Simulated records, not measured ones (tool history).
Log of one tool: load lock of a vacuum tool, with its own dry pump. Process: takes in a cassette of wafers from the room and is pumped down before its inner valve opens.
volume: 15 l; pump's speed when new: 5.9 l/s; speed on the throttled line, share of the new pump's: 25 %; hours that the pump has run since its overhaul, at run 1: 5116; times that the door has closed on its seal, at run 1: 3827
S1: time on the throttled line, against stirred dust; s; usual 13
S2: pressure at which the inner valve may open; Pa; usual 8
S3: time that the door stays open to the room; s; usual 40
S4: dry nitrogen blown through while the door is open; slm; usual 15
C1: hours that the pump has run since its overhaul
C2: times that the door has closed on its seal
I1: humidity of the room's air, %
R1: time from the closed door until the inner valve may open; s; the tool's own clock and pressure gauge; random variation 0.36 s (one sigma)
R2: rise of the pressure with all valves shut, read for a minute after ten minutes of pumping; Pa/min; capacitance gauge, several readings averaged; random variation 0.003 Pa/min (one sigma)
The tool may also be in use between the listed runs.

run	hour	S1	S2	S3	S4	C1	C2	I1	R1	R2
1	0	13	8	40	15	5116	3827	44.5	35.3	0.054
2	195.3	13	8	40	15	5311	4529	45.1	35.3	0.053
3	379.1	13	8	40	15	5495	5189	42.4	36.1	0.057
4	540.8	13	10	40	15	5657	5770	47.3	34.7	0.066
5	717.6	13	10	40	15	5834	6405	45.1	35	0.063
6	941.3	13	10	40	15	6057	7209	47.1	35.4	0.067
7	1154.5	13	10	40	15	6270	7975	43.5	35.8	0.062
8	1303.2	12	8	40	15	6419	8509	40	35.4	0.068
9	1545.5	12	8	40	15	6661	9379	43.6	35.5	0.073
10	1667.5	13	8	40	5	6783	9818	43.7	37.2	0.09
11	1775.1	13	8	40	5	6891	10205	45.3	37	0.091
12	1882.5	13	8	40	5	6998	10590	45.3	35.9	0.094
13	2072.8	13	8	40	5	7189	11274	40	36.9	0.088

Forecast run 14:
14	2241	12	11	49	32	7357	11878	45.9	?	?

R1: 35.4 s
R2: 0.074 Pa/min
Without the tool's hidden state the same run would have given R1 32.7 s, R2 0.037 Pa/min.

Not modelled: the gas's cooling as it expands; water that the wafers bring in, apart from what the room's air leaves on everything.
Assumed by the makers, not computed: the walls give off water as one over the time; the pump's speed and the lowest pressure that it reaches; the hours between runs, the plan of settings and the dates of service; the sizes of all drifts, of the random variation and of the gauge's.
